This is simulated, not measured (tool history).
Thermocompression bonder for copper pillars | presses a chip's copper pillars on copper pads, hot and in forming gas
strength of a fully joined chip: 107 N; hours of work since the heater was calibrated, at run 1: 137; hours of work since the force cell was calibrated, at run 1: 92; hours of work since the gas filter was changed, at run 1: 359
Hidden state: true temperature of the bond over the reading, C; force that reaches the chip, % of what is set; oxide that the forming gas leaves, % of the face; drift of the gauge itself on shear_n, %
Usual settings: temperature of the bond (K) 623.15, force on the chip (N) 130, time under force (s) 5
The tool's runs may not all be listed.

| run | hour | temperature of the bond (K) | force on the chip (N) | time under force (s) | hours of work since the heater was calibrated | hours of work since the force cell was calibrated | hours of work since the gas filter was changed | force that shears a chip off (N) |
|---|---|---|---|---|---|---|---|---|
| 1 | 0.0 | 623.15 | 130 | 5 | 137 | 92 | 359 | 52.0 |
| 2 | 9.6 | 623.15 | 130 | 5 | 142 | 96 | 364 | 52.1 |
| 3 | 14.5 | 623.15 | 130 | 14 | 145 | 99 | 366 | 69.3 |
|  | 18.3 | forming gas filter changed |
| 4 | 22.8 | 623.15 | 78 | 14 | 149 | 103 | 2 | 46.6 |
| 5 | 29.1 | 623.15 | 130 | 5 | 152 | 106 | 5 | 54.4 |
| 6 | 37.3 | 623.15 | 130 | 5 | 156 | 110 | 10 | 53.8 |
| 7 | 48.3 | 623.15 | 79 | 5 | 161 | 116 | 15 | 31.2 |
| 8 | 53.9 | 623.15 | 79 | 5 | 164 | 118 | 18 | 30.5 |
| 9 | 62.8 | 623.15 | 79 | 5 | 169 | 123 | 22 | 30.2 |
| 10 | 70.3 | 623.15 | 79 | 5 | 173 | 127 | 26 | 31.5 |
| 11 | 80.6 | 623.15 | 79 | 5 | 178 | 132 | 31 | 31.4 |
| 12 | 90.9 | 623.15 | 130 | 6 | 183 | 137 | 37 | 57.8 |
| 13 | 95.8 | 623.15 | 130 | 6 | 185 | 140 | 39 | 57.2 |
| 14 | 103.7 | 623.15 | 130 | 6 | 189 | 144 | 43 | 56.1 |
| 15 | 110.3 | 623.15 | 130 | 6 | 193 | 147 | 46 | 58.3 |
| 16 | 119.1 | 623.15 | 130 | 6 | 197 | 151 | 51 | 56.7 |
| 17 | 124.9 | 623.15 | 130 | 6 | 200 | 154 | 54 | 57.5 |
| 18 | 131.0 | 623.15 | 130 | 5 | 203 | 157 | 57 | 55.4 |
| 19 | 139.3 | 639.15 | 130 | 5 | 207 | 162 | 61 | 64.4 |
| 20 | 149.4 | 599.15 | 130 | 5 | 212 | 167 | 66 | 39.0 |
| 21 | 154.4 | 644.15 | 171 | 3 | 215 | 169 | 69 | 70.9 |
| 22 | 165.0 | 623.15 | 84 | 8 | 220 | 174 | 74 | 39.7 |
| 23 | 172.1 | 612.15 | 117 | 7 | 224 | 178 | 78 | 47.9 |
| 24 | 182.8 | 632.15 | 170 | 3 | 229 | 183 | 83 | 64.8 |
| 25 | 189.0 | 614.15 | 170 | 6 | 232 | 187 | 86 | 66.5 |
| 26 | 198.8 | 634.15 | 98 | 11 | 237 | 192 | 91 | 58.9 |
| 27 | 205.1 | 634.15 | 98 | 11 | 241 | 195 | 94 | 58.8 |
| 28 | 210.1 | 634.15 | 98 | 11 | 243 | 197 | 97 | 58.5 |
| 29 | 217.1 | 599.15 | 150 | 4 | 247 | 201 | 100 | 42.0 |
| 30 | 224.4 | 643.15 | 111 | 12 | 250 | 204 | 104 | 72.8 |
| 31 | 229.3 | 643.15 | 111 | 12 | 253 | 207 | 106 | 71.9 |
| 32 | 238.5 | 643.15 | 111 | 12 | 257 | 212 | 111 | 71.9 |
| 33 | 248.3 | 621.15 | 111 | 3 | 262 | 216 | 116 | 35.7 |
| 34 | 254.9 | 644.15 | 128 | 5 | 266 | 220 | 119 | 63.7 |
| 35 | 264.5 | 593.15 | 127 | 5 | 271 | 225 | 124 | 35.0 |
| 36 | 269.3 | 621.15 | 116 | 3 | 273 | 227 | 127 | 37.0 |

Forecast each of these 3 alternatives for the next run:
| A | 280.4 | 605.15 | 91 | 11 | 279 | 233 | 132 | ? |
| B | 280.4 | 632.15 | 130 | 5 | 279 | 233 | 132 | ? |
| C | 280.4 | 623.15 | 130 | 5 | 279 | 233 | 132 | ? |

| run | force that shears a chip off (N) |
|---|---|
| A | 38.6 |
| B | 58.6 |
| C | 53.1 |
Without the tool's hidden state the same runs would have given:
| run | force that shears a chip off (N) |
|---|---|
| A | 42.3 |
| B | 63.1 |
| C | 57.5 |

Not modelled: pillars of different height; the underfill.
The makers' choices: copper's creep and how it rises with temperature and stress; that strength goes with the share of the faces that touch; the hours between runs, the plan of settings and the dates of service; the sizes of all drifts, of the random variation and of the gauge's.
